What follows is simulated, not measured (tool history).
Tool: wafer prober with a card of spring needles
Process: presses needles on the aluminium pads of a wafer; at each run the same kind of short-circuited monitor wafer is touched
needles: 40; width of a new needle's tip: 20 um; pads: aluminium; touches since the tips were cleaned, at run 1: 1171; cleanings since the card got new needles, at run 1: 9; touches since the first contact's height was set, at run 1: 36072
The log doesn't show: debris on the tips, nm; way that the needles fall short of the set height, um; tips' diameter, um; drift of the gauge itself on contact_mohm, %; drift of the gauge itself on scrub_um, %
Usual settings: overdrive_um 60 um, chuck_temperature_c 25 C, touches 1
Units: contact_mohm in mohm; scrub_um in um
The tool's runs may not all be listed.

run   hour  overdrive_um  chuck_temperature_c  touches  touches since the tips were cleaned  cleanings since the card got new needles  touches since the first contact's height was set  contact_mohm  scrub_um
  1    0.0            60                   25        1                                 1171                                         9                                             36072           311     13.85
  2    7.3            60                   25        1                                 2978                                         9                                             37879           367     13.77
       8.8  -- tips cleaned on abrasive film
  3   13.3            60                   25        1                                 1103                                        10                                             39312           307     13.89
  4   21.4            64                   25        1                                 3099                                        10                                             41308           349     14.70
      22.3  -- tips cleaned on abrasive film
  5   30.0            64                   25        1                                 1901                                        11                                             43414           324     14.57
      35.8  -- tips cleaned on abrasive film
  6   38.6            60                   25        1                                  696                                        12                                             45500           288     13.69
  7   43.5            57                   25        1                                 1908                                        12                                             46712           351     13.07
      49.5  -- tips cleaned on abrasive film
  8   50.4            57                   25        1                                  240                                        13                                             48390           271     12.99
  9   54.9            60                   25        1                                 1325                                        13                                             49475           313     13.66
 10   60.5            60                   25        1                                 2720                                        13                                             50870           360     13.76
      63.3  -- tips cleaned on abrasive film
 11   67.5            60                   25        1                                 1042                                        14                                             52562           300     13.67
      68.5  -- height of the first contact set anew
 12   75.4            60                   25        1                                 2913                                        14                                              1699           367     13.56
      76.6  -- tips cleaned on abrasive film
 13   82.9            60                   25        1                                 1548                                        15                                              3531           324     13.47
      89.8  -- tips cleaned on abrasive film
 14   89.8            60                   59        1                                    0                                        16                                              5186           256     13.58
 15   94.7            60                   82        1                                 1217                                        16                                              6403           323     13.52
 16  100.7            60                   25        1                                 2694                                        16                                              7880           368     13.53
     103.1  -- tips cleaned on abrasive film
 17  107.3            60                   25        1                                 1045                                        17                                              9487           305     13.43
     108.9  -- height of the first contact set anew, once more
 18  113.2            60                   43        1                                 2402                                        17                                              1049           351     13.94
     116.9  -- tips cleaned on abrasive film
 19  121.5            71                   40        2                                 1122                                        18                                              3081           268     16.53
 20  127.1            72                   25        2                                 2495                                        18                                              4454           282     16.69
     130.1  -- tips cleaned on abrasive film
 21  132.3            72                   25        2                                  557                                        19                                              5717           252     16.72
 22  136.0            56                   45        2                                 1475                                        19                                              6635           300     13.04
 23  141.2            60                   89        1                                 2744                                        19                                              7904           363     14.00
     143.1  -- tips cleaned on abrasive film
 24  146.6            63                   89        1                                  857                                        20                                              9214           299     14.72
 25  154.0            51                   44        2                                 2674                                        20                                             11031           336     11.82
     156.7  -- tips cleaned on abrasive film
 26  158.3            59                   83        2                                  383                                        21                                             12054           271     13.81
 27  166.3            59                   83        2                                 2369                                        21                                             14040           324     13.85
     170.5  -- tips cleaned on abrasive film
 28  170.8            59                   83        2                                   91                                        22                                             15121           266     13.65
 29  177.7            59                   83        2                                 1785                                        22                                             16815           310     13.67
     183.8  -- tips cleaned on abrasive film
 30  185.9            59                   83        2                                  530                                        23                                             18813           275     13.77

5 ways to go on from here, each from the tool as it stands after run 30. What would each give?
  A  193.0            68                   27        1                                 2262                                        23                                             20545             ?         ?
  B  193.0            59                   83        2                                 2262                                        23                                             20545             ?         ?
  C  193.0            44                   83        1                                 2262                                        23                                             20545             ?         ?
  D  193.0            59                   27        3                                 2262                                        23                                             20545             ?         ?
  E  193.0            60                  121        1                                 2262                                        23                                             20545             ?         ?

run  contact_mohm  scrub_um
  A           327     15.81
  B           316     13.67
  C           440     10.20
  D           276     13.63
  E           354     13.74
Without the tool's hidden state the same runs would have given:
run  contact_mohm  scrub_um
  A           240     15.94
  B           254     13.80
  C           266     10.33
  D           236     13.75
  E           263     13.87
